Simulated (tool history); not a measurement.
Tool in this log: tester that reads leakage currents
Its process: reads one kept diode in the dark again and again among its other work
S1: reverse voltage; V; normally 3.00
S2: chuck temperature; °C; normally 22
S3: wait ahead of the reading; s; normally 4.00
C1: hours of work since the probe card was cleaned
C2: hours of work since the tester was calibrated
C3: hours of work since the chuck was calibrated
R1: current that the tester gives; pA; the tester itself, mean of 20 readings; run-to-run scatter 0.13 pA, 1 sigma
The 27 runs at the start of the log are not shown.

run,hour,S1,S2,S3,C1,C2,C3,R1
28,1204.7,1.96,22,0.78,3078,1146,189,37.16
29,1251.5,1.96,32,3.95,3106,1174,217,74.81
30,1305.1,2.13,22,5.68,3139,1206,250,38.06
31,1354.8,3.07,55,2.64,3169,1236,280,461.41
# hour 1388.7: probe card cleaned and baked
32,1397.2,1.15,36,0.92,5,1260,303,74.35
33,1435.6,3.00,22,1.17,28,1283,327,39.44
34,1461.8,1.90,22,1.69,44,1299,342,31.60
35,1523.3,4.35,28,4.00,81,1336,380,76.31
36,1565.0,19.15,31,1.10,106,1361,405,201.25
37,1611.3,19.15,23,0.34,134,1389,433,121.51
38,1673.5,19.15,23,0.34,172,1427,470,122.15
39,1722.5,2.24,46,2.65,201,1456,500,211.95
40,1782.9,2.24,46,2.65,238,1493,536,214.16

Branching from run 40: 4 alternative next runs. What would each branch give?
A,1822.7,3.00,31,8.63,262,1517,560,?
B,1822.7,7.87,34,4.31,262,1517,560,?
C,1822.7,2.70,30,2.58,262,1517,560,?
D,1822.7,1.72,30,0.53,262,1517,560,?

run,R1
A,81.29
B,163.35
C,71.97
D,58.27
With no hidden state in the tool, these same runs would have given:
run,R1
A,78.83
B,158.09
C,69.78
D,56.61

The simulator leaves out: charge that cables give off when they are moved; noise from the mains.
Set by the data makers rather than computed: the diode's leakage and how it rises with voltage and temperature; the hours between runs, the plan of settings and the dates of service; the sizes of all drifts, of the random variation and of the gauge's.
